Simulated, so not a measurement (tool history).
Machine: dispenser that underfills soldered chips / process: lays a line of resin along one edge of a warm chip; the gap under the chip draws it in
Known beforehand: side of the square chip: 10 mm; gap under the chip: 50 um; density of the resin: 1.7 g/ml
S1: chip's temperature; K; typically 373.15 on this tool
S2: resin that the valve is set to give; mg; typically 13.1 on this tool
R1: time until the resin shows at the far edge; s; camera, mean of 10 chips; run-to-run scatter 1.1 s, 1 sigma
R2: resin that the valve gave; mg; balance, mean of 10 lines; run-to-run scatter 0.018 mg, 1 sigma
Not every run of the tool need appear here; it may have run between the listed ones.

Run 1, day 0: usual settings. Result: R1 140.5 s, R2 13.03 mg.
At day 0.233: new syringe of resin.
Run 2, day 0.325: usual settings. Result: R1 119.6 s, R2 13.02 mg.
Run 3, day 0.467: usual settings. Result: R1 148 s, R2 13 mg.
At day 0.65: new syringe of resin.
Run 4, day 0.75: usual settings but S1 381.15 K. Result: R1 85.9 s, R2 12.92 mg.
Run 5, day 1.012: usual settings but S1 381.15 K. Result: R1 126.7 s, R2 12.89 mg.
At day 1.062: new syringe of resin.
Run 6, day 1.221: usual settings but S1 384.15 K. Result: R1 85.8 s, R2 12.87 mg.
Run 7, day 1.392: usual settings but S1 368.15 K. Result: R1 221 s, R2 12.87 mg.
At day 1.479: new syringe of resin.
Run 8, day 1.567: usual settings but S1 368.15 K. Result: R1 146.6 s, R2 12.85 mg.
Run 9, day 1.829: usual settings but S1 368.15 K, S2 12.1 mg. Result: R1 230 s, R2 11.83 mg.
At day 1.917: new syringe of resin.
Run 10, day 2.104: usual settings but S1 370.15 K. Result: R1 160.2 s, R2 12.75 mg.
At day 2.175: dispensing valve cleaned and set on the balance.
Run 11, day 2.288: usual settings. Result: R1 171.8 s, R2 13.15 mg.
At day 2.388: new syringe of resin.
Run 12, day 2.596: usual settings. Result: R1 146.1 s, R2 13.1 mg.
At day 2.825: new syringe of resin.
Run 13, day 2.838: usual settings. Result: R1 112.6 s, R2 13.04 mg.
Run 14, day 3.133: usual settings but S2 11.9 mg. Result: R1 176.7 s, R2 11.82 mg.
At day 3.242: new syringe of resin.
Run 15, day 3.283: usual settings but S1 379.15 K. Result: R1 86.8 s, R2 12.99 mg.
Run 16, day 3.458: usual settings. Result: R1 147 s, R2 12.94 mg.
At day 3.658: new syringe of resin.
Run 17, day 3.704: usual settings. Result: R1 114.5 s, R2 12.94 mg.
Run 18, day 4.017: usual settings. Result: R1 180.1 s, R2 12.84 mg.
At day 4.079: new syringe of resin.
Run 19, day 4.275: usual settings but S1 385.15 K, S2 12.9 mg. Result: R1 86.3 s, R2 12.63 mg.
At day 4.512: new syringe of resin.
Run 20, day 4.558: usual settings but S1 369.15 K, S2 14.5 mg. Result: R1 134.5 s, R2 14.17 mg.
At day 4.65: dispensing valve cleaned and set on the balance.
Run 21, day 4.742: usual settings but S1 384.15 K, S2 15.7 mg. Result: R1 86.3 s, R2 15.7 mg.
Run 22, day 4.938: usual settings but S1 386.15 K, S2 16.3 mg. Result: R1 107.7 s, R2 16.27 mg.
At day 4.967: new syringe of resin.
Run 23, day 5.254: usual settings but S1 386.15 K, S2 16.3 mg. Result: R1 93.3 s, R2 16.22 mg.
At day 5.388: new syringe of resin.
Run 24, day 5.533: usual settings but S1 369.15 K. Result: R1 159.8 s, R2 13.01 mg.
Run 25, day 5.754: usual settings but S1 372.15 K, S2 16.2 mg. Result: R1 192.5 s, R2 16.02 mg.
At day 5.812: new syringe of resin.
Run 26, day 5.979: usual settings but S1 372.15 K, S2 16.2 mg. Result: R1 137.8 s, R2 16 mg.
At day 6.242: new syringe of resin.
Run 27, day 6.279: usual settings but S1 372.15 K, S2 15.8 mg. Result: R1 117.6 s, R2 15.54 mg.
Run 28, day 6.592: usual settings but S1 372.15 K, S2 15.8 mg. Result: R1 186.3 s, R2 15.48 mg.
At day 6.662: new syringe of resin.
Run 29, day 6.912: usual settings but S1 368.15 K, S2 12.1 mg. Result: R1 198.4 s, R2 11.79 mg.
At day 7.104: dispensing valve cleaned and set on the balance.
At day 7.121: new syringe of resin.
Run 30, day 7.121: usual settings but S1 368.15 K, S2 12.1 mg. Result: R1 138.6 s, R2 12.14 mg.
Run 31, day 7.262: usual settings but S1 378.15 K, S2 13.6 mg. Result: R1 108.9 s, R2 13.59 mg.
At day 7.546: new syringe of resin.
Run 32, day 7.558: usual settings but S1 378.15 K, S2 13.6 mg. Result: R1 85.8 s, R2 13.54 mg.
Run 33, day 7.767: usual settings but S1 377.15 K, S2 11.5 mg. Result: R1 128 s, R2 11.44 mg.
At day 7.962: new syringe of resin.
Run 34, day 8.029: usual settings but S1 388.15 K, S2 11.1 mg. Result: R1 66.3 s, R2 11.02 mg.
Run 35, day 8.242: usual settings but S1 376.15 K, S2 11.1 mg. Result: R1 149.9 s, R2 10.99 mg.

Some steps in R1 between neighbouring runs. How much of each would the tool show without its hidden state too (settings, what came in, random variation), and how much is left for the hidden state, with any gauge scatter that isn't in both results?
Unlogged tool condition in this case: resin's viscosity, % of fresh resin's; dose that the valve gives, % of what is set; true chip temperature over the reading, C; drift of the gauge itself on fill_s, %; drift of the gauge itself on given_mg, %.
Run 6 -> 7: S1 384.15 -> 368.15. R1 +135.2 s: hidden state +69.7, all else +65.5.
Run 7 -> 8: new syringe of resin. R1 -74.4 s: hidden state -70.7, all else -3.7.
Run 8 -> 9: S2 13.1 -> 12.1. R1 +83.4 s: hidden state +76.9, all else +6.5.
Run 14 -> 15: S1 373.15 -> 379.15, S2 11.9 -> 13.1, new syringe of resin. R1 -89.9 s: hidden state -63.5, all else -26.4.
Run 18 -> 19: S1 373.15 -> 385.15, S2 13.1 -> 12.9, new syringe of resin. R1 -93.8 s: hidden state -53.2, all else -40.6.
Run 27 -> 28: settings left as they were, no log entry in between. R1 +68.7 s: hidden state +70, all else -1.3.
